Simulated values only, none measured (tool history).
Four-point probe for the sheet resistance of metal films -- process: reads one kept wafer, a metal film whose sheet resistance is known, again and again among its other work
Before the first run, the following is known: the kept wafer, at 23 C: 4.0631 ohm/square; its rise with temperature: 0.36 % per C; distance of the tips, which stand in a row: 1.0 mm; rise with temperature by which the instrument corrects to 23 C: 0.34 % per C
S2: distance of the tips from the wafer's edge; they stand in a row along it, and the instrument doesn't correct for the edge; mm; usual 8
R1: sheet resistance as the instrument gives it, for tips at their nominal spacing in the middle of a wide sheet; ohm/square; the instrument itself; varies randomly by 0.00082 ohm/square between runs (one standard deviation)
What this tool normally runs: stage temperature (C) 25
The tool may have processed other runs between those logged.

Run 1, hour 0.0: usual settings. Result: R1 4.098767 ohm/square.
Run 2, hour 17.2: usual settings but stage temperature (C) 18. Result: R1 4.092599 ohm/square.
Run 3, hour 33.9: usual settings but stage temperature (C) 18. Result: R1 4.092210 ohm/square.
Run 4, hour 51.5: usual settings. Result: R1 4.098844 ohm/square.
Run 5, hour 65.8: usual settings. Result: R1 4.099538 ohm/square.
Run 6, hour 81.5: usual settings. Result: R1 4.099420 ohm/square.

Run 7 has not been measured yet. What should we expect?
Run 7, hour 95.2: usual settings but stage temperature (C) 18, S2 11 mm. Result: R1 ?.

{"run 7": {"R1": 4.077162}}
With no hidden state in the tool, this same run would have given R1 4.077299 ohm/square.
